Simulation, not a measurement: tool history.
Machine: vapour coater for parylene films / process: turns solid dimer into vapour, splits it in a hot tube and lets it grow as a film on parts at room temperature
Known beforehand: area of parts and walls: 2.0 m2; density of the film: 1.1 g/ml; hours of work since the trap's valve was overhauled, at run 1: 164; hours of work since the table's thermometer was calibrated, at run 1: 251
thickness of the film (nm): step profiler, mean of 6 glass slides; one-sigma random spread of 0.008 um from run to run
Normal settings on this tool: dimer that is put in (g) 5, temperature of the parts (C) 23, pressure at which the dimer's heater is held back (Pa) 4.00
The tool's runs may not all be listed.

| run | hour | dimer that is put in (g) | temperature of the parts (C) | pressure at which the dimer's heater is held back (Pa) | hours of work since the trap's valve was overhauled | hours of work since the table's thermometer was calibrated | thickness of the film (nm) |
|---|---|---|---|---|---|---|---|
| 1 | 0.0 | 5 | 23 | 4.00 | 164 | 251 | 1639 |
| 2 | 13.4 | 5 | 23 | 4.00 | 169 | 257 | 1626 |
| 3 | 21.4 | 5 | 23 | 9.02 | 173 | 260 | 1394 |
| 4 | 31.2 | 5 | 31 | 4.00 | 177 | 264 | 1332 |
| 5 | 40.1 | 5 | 31 | 4.00 | 180 | 268 | 1334 |
| 6 | 54.8 | 5 | 31 | 4.00 | 187 | 274 | 1318 |
| 7 | 70.4 | 5 | 31 | 4.00 | 193 | 281 | 1322 |
| 8 | 84.8 | 5 | 31 | 4.00 | 199 | 287 | 1327 |
| 9 | 98.3 | 2 | 23 | 4.00 | 205 | 292 | 659 |
|  | 103.4 | trap's valve overhauled |
| 10 | 114.9 | 2 | 23 | 4.00 | 5 | 298 | 637 |
| 11 | 131.1 | 3 | 23 | 3.22 | 12 | 304 | 998 |
| 12 | 138.8 | 3 | 30 | 4.70 | 15 | 308 | 758 |
| 13 | 147.5 | 3 | 30 | 4.70 | 18 | 311 | 756 |
| 14 | 162.8 | 9 | 23 | 7.83 | 25 | 318 | 2486 |
| 15 | 179.6 | 9 | 23 | 7.83 | 32 | 325 | 2468 |

Forecast each of these 4 alternatives for the next run:
| A | 196.3 | 3 | 31 | 7.83 | 39 | 332 | ? |
| B | 196.3 | 8 | 20 | 2.57 | 39 | 332 | ? |
| C | 196.3 | 4 | 30 | 2.24 | 39 | 332 | ? |
| D | 196.3 | 4 | 17 | 2.07 | 39 | 332 | ? |

| run | thickness of the film (nm) |
|---|---|
| A | 672 |
| B | 2965 |
| C | 1170 |
| D | 1636 |
Take away the tool's hidden state, keep each run's random variation, and the runs would have read:
| run | thickness of the film (nm) |
|---|---|
| A | 728 |
| B | 3213 |
| C | 1268 |
| D | 1775 |

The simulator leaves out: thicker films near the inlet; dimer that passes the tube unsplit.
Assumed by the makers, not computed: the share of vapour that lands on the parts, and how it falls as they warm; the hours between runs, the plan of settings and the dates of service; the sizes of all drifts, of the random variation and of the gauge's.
